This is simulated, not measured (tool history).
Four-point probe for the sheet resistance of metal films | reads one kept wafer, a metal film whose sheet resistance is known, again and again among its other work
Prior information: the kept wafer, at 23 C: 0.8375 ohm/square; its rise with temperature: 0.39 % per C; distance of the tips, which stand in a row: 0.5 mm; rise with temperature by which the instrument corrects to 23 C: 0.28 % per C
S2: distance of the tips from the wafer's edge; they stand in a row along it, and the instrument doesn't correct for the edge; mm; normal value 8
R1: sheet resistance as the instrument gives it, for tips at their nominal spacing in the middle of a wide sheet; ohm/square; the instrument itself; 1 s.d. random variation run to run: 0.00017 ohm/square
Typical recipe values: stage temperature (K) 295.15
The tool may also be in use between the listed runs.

Run 1, hour 0.0: usual settings. Result: R1 0.839619 ohm/square.
Run 2, hour 13.3: usual settings. Result: R1 0.839754 ohm/square.
Run 3, hour 22.1: usual settings. Result: R1 0.840011 ohm/square.
Run 4, hour 30.8: usual settings. Result: R1 0.839841 ohm/square.
Run 5, hour 37.6: usual settings. Result: R1 0.839579 ohm/square.
Run 6, hour 47.9: usual settings. Result: R1 0.839674 ohm/square.
Run 7, hour 59.5: usual settings but S2 6 mm. Result: R1 0.840998 ohm/square.
Run 8, hour 69.2: usual settings. Result: R1 0.839969 ohm/square.
Run 9, hour 81.5: usual settings but stage temperature (K) 291.15, S2 27 mm. Result: R1 0.834379 ohm/square.
Run 10, hour 91.6: usual settings but stage temperature (K) 299.15, S2 35 mm. Result: R1 0.841640 ohm/square.
Run 11, hour 101.8: usual settings but stage temperature (K) 304.15, S2 35 mm. Result: R1 0.846275 ohm/square.
Run 12, hour 113.0: usual settings but stage temperature (K) 291.15, S2 20 mm. Result: R1 0.834433 ohm/square.
Run 13, hour 127.5: usual settings but stage temperature (K) 299.15, S2 17 mm. Result: R1 0.841916 ohm/square.
Run 14, hour 144.4: usual settings but stage temperature (K) 303.15, S2 4 mm. Result: R1 0.851990 ohm/square.
Run 15, hour 155.8: usual settings but stage temperature (K) 303.15, S2 4 mm. Result: R1 0.852245 ohm/square.

For some of the steps in R1 from one run to the next: how much would appear even if the tool had no hidden state, given the settings, what came in and random variation, and how much remains for the hidden state plus any gauge scatter that the measured result and the result without hidden state don't share?
Unlogged tool condition in this case: inner tips' distance over the nominal, %; tips' flats over new ones', %; wafer's true temperature over the reading, C; drift of the gauge itself on sheet_ohm, %.
Run 11 -> 12: stage temperature (K) 304.15 -> 291.15, S2 35 -> 20. R1 -0.011842 ohm/square: hidden state -0.000006, all else -0.011836.
Run 12 -> 13: stage temperature (K) 291.15 -> 299.15, S2 20 -> 17. R1 +0.007483 ohm/square: hidden state -0.000014, all else +0.007497.
